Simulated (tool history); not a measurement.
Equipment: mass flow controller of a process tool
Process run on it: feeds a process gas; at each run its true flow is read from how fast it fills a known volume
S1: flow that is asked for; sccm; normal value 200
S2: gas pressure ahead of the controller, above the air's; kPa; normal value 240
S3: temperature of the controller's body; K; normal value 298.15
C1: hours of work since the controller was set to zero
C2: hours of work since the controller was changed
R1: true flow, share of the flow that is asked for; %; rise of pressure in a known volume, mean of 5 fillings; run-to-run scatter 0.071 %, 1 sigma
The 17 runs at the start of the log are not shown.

run	hour	S1	S2	S3	C1	C2	R1
# hour 3308.8: controller's zero set anew, once more
18	3423.1	111	207	307.15	88	4672	97.48
19	3545.8	111	207	307.15	183	4767	97.53
20	3740.9	370	270	294.15	334	4918	98.88
21	3933.7	82	181	297.15	484	5067	97.06
22	4086.3	95	165	313.15	602	5186	96.48
23	4304.1	368	273	298.15	770	5354	98.5
24	4556.4	227	240	298.15	965	5549	97.95
25	4833	227	152	297.15	1180	5763	97.17
26	4976.8	200	141	300.15	1291	5875	96.89
27	5204.7	200	141	300.15	1467	6051	96.6
28	5354.1	200	223	298.15	1583	6167	97.29
29	5516.5	417	246	293.15	1709	6292	98.25
30	5774.7	200	145	310.15	1908	6492	96.06

Here are 4 independent what-if runs from the current tool condition. What would each one return?
A	5932	73	145	310.15	2030	6614	?
B	5932	111	200	305.15	2030	6614	?
C	5932	122	145	310.15	2030	6614	?
D	5932	460	174	295.15	2030	6614	?

run	R1
A	95.01
B	96.24
C	95.61
D	97.48
Without the tool's hidden state the same runs would have given:
run	R1
A	98.55
B	99.27
C	98.55
D	99.77

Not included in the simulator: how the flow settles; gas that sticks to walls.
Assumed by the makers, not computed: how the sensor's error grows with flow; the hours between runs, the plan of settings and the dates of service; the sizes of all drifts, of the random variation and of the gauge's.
